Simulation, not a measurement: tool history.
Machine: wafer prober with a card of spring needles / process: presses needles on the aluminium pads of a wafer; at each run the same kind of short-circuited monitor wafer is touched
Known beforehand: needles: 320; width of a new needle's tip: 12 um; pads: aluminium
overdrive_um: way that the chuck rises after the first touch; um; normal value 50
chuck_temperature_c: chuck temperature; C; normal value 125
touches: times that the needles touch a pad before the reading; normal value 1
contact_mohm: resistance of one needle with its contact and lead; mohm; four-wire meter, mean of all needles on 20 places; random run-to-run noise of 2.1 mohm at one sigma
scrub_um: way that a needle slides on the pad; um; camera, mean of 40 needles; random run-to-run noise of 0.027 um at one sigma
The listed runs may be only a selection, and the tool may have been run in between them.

run,hour,overdrive_um,chuck_temperature_c,touches,contact_mohm,scrub_um
1,0,50,125,1,235,10.59
# hour 8: tips cleaned on abrasive film
2,9.3,50,125,1,235,10.63
3,16.3,50,125,1,236,10.62
4,25.3,50,46,1,220,10.62
# hour 27.8: tips cleaned on abrasive film
5,36.5,50,46,1,219,10.65
6,46.3,50,46,1,220,10.65
# hour 47.9: tips cleaned on abrasive film
7,54.1,50,46,1,216,10.67
8,61.7,50,46,1,217,10.64
# hour 67.7: tips cleaned on abrasive film
9,73.3,50,46,1,214,10.68
10,78.6,50,46,1,216,10.67
# hour 87.8: tips cleaned on abrasive film
11,90.9,50,125,1,235,10.67
12,99.6,50,125,1,240,10.67
# hour 107.5: tips cleaned on abrasive film
13,111.3,50,125,2,238,10.76
14,118.5,50,125,1,235,10.67
# hour 127.4: tips cleaned on abrasive film
15,127.5,50,125,1,236,10.68
16,139.7,50,125,1,239,10.78
# hour 147: tips cleaned on abrasive film
17,150.3,50,125,1,237,10.71
18,162,50,58,1,224,10.73
# hour 166.6: tips cleaned on abrasive film
19,168.2,50,58,1,221,10.73
20,180.8,50,58,2,215,10.74
# hour 186.6: tips cleaned on abrasive film
21,188.1,50,58,2,222,10.79
22,197.3,54,81,1,226,11.65
# hour 206.2: tips cleaned on abrasive film
23,207.3,54,81,1,227,11.64
24,212.7,55,45,2,217,11.88
25,223.9,50,26,2,214,10.79
# hour 226.7: tips cleaned on abrasive film
26,229.7,69,125,1,241,14.82
27,238.6,69,55,2,217,14.89
28,244.6,33,109,3,240,7.12
# hour 247: tips cleaned on abrasive film
29,252.5,31,125,1,244,6.73
30,262.2,31,125,1,244,6.73

The next listed run, before its measurement:
# hour 267: tips cleaned on abrasive film
31,267.9,50,125,3,?,?

{"run 31": {"contact_mohm": 238, "scrub_um": 10.82}}
If the tool had no hidden condition, the same run with the same run-to-run variation would have returned contact_mohm 238 mohm, scrub_um 10.63 um.
